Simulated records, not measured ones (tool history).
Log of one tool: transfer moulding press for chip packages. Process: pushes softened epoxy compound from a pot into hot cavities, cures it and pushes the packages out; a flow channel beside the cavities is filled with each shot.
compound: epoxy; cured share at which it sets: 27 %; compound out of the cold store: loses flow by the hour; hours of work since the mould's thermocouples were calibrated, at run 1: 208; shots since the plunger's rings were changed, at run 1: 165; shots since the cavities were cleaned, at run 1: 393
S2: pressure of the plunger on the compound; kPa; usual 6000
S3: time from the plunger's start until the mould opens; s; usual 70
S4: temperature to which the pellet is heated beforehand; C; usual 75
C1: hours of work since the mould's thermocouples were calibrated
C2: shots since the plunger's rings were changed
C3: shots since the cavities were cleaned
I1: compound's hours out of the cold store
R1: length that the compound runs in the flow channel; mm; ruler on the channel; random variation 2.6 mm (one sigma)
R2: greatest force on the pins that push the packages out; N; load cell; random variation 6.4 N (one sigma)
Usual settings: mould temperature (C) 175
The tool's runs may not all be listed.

run 1 hour=0 | mould_temperature_(C)=175 S2=6000 S3=70 S4=75 | C1=208 C2=165 C3=393 | I1=11.6 | R1=876 R2=417
-- hour=6.5 cavities cleaned with cleaning compound and waxed
run 2 hour=11.3 | mould_temperature_(C)=175 S2=6000 S3=70 S4=75 | C1=214 C2=323 C3=77 | I1=21.2 | R1=834 R2=299
run 3 hour=23.1 | mould_temperature_(C)=174 S2=6000 S3=70 S4=75 | C1=221 C2=515 C3=269 | I1=30.3 | R1=798 R2=401
run 4 hour=31.1 | mould_temperature_(C)=170 S2=6000 S3=70 S4=75 | C1=226 C2=645 C3=399 | I1=36.8 | R1=780 R2=552
-- hour=36.3 cavities cleaned with cleaning compound and waxed
run 5 hour=40.7 | mould_temperature_(C)=175 S2=6000 S3=70 S4=75 | C1=231 C2=776 C3=71 | I1=30.8 | R1=790 R2=298
run 6 hour=51.1 | mould_temperature_(C)=175 S2=6000 S3=70 S4=84 | C1=238 C2=945 C3=240 | I1=27.4 | R1=796 R2=377
run 7 hour=63.2 | mould_temperature_(C)=175 S2=6770 S3=70 S4=75 | C1=245 C2=1142 C3=437 | I1=10.7 | R1=924 R2=434
-- hour=66.2 cavities cleaned with cleaning compound and waxed
run 8 hour=73.5 | mould_temperature_(C)=175 S2=6770 S3=70 S4=75 | C1=251 C2=1283 C3=117 | I1=15 | R1=897 R2=339
run 9 hour=83.3 | mould_temperature_(C)=175 S2=5220 S3=54 S4=75 | C1=257 C2=1443 C3=277 | I1=22.5 | R1=756 R2=725
-- hour=96.3 cavities cleaned with cleaning compound and waxed
run 10 hour=96.5 | mould_temperature_(C)=175 S2=5220 S3=54 S4=75 | C1=264 C2=1633 C3=4 | I1=28.7 | R1=725 R2=480
run 11 hour=108.1 | mould_temperature_(C)=175 S2=4510 S3=54 S4=75 | C1=271 C2=1820 C3=191 | I1=10.1 | R1=739 R2=712
run 12 hour=120.4 | mould_temperature_(C)=175 S2=6980 S3=70 S4=75 | C1=279 C2=2020 C3=391 | I1=10.7 | R1=920 R2=446

Forecast each of these 5 alternatives for the next run:
-- hour=126.2 cavities cleaned with cleaning compound and waxed
run A hour=134.5 | mould_temperature_(C)=175 S2=6240 S3=105 S4=72 | C1=287 C2=2224 C3=134 | I1=30 | R1=? R2=?
-- hour=126.2 cavities cleaned with cleaning compound and waxed
run B hour=134.5 | mould_temperature_(C)=168 S2=6980 S3=70 S4=77 | C1=287 C2=2224 C3=134 | I1=46.2 | R1=? R2=?
-- hour=126.2 cavities cleaned with cleaning compound and waxed
run C hour=134.5 | mould_temperature_(C)=175 S2=5650 S3=70 S4=75 | C1=287 C2=2224 C3=134 | I1=47.3 | R1=? R2=?
-- hour=126.2 cavities cleaned with cleaning compound and waxed
run D hour=134.5 | mould_temperature_(C)=178 S2=6820 S3=70 S4=73 | C1=287 C2=2224 C3=134 | I1=17.8 | R1=? R2=?
-- hour=126.2 cavities cleaned with cleaning compound and waxed
run E hour=134.5 | mould_temperature_(C)=175 S2=6980 S3=70 S4=75 | C1=287 C2=2224 C3=134 | I1=36.3 | R1=? R2=?

run=A R1=784 R2=252
run=B R1=782 R2=506
run=C R1=682 R2=324
run=D R1=863 R2=293
run=E R1=805 R2=329
Without the tool's hidden state the same runs would have given:
run=A R1=819 R2=200
run=B R1=817 R2=387
run=C R1=713 R2=252
run=D R1=902 R2=230
run=E R1=841 R2=253
